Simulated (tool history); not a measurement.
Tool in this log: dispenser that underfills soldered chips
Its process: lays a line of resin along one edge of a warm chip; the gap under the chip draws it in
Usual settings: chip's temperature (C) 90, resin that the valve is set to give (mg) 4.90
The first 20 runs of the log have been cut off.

run   hour  chip's temperature (C)  resin that the valve is set to give (mg)  time until the resin shows at the far edge (s)  resin that the valve gave (mg)
 21  140.9                     100                                      4.82                                            24.9                            4.63
     144.9  -- new syringe of resin
 22  148.6                     100                                      4.82                                            15.7                            4.66
 23  155.2                     100                                      4.82                                            22.1                            4.62
 24  160.6                      93                                      6.01                                            35.5                            5.71
     162.4  -- new syringe of resin
 25  171.1                     104                                      5.37                                            16.9                            5.12
 26  177.9                      82                                      4.41                                            54.3                            4.24
     180.0  -- new syringe of resin
 27  188.4                      84                                      4.34                                            35.1                            4.11
 28  194.8                      95                                      4.57                                            31.2                            4.25
     197.9  -- new syringe of resin
 29  201.8                      95                                      4.57                                            19.2                            4.24
 30  208.2                      82                                      4.76                                            42.2                            4.46
 31  213.5                      80                                      5.41                                            57.0                            4.98
     215.3  -- new syringe of resin
 32  223.9                      80                                      5.41                                            40.8                            5.05

Branching from run 32: 3 alternative next runs. What would each branch give?
     232.8  -- new syringe of resin
  A  233.2                      80                                      4.85                                               ?                               ?
     232.8  -- new syringe of resin
  B  233.2                      90                                      4.78                                               ?                               ?
     232.8  -- new syringe of resin
  C  233.2                      78                                      4.90                                               ?                               ?

run  time until the resin shows at the far edge (s)  resin that the valve gave (mg)
  A                                            28.9                            4.55
  B                                            19.6                            4.48
  C                                            31.4                            4.50
Had the tool no hidden state, the same runs would have come out as:
run  time until the resin shows at the far edge (s)  resin that the valve gave (mg)
  A                                            29.5                            4.93
  B                                            20.0                            4.85
  C                                            32.1                            4.89
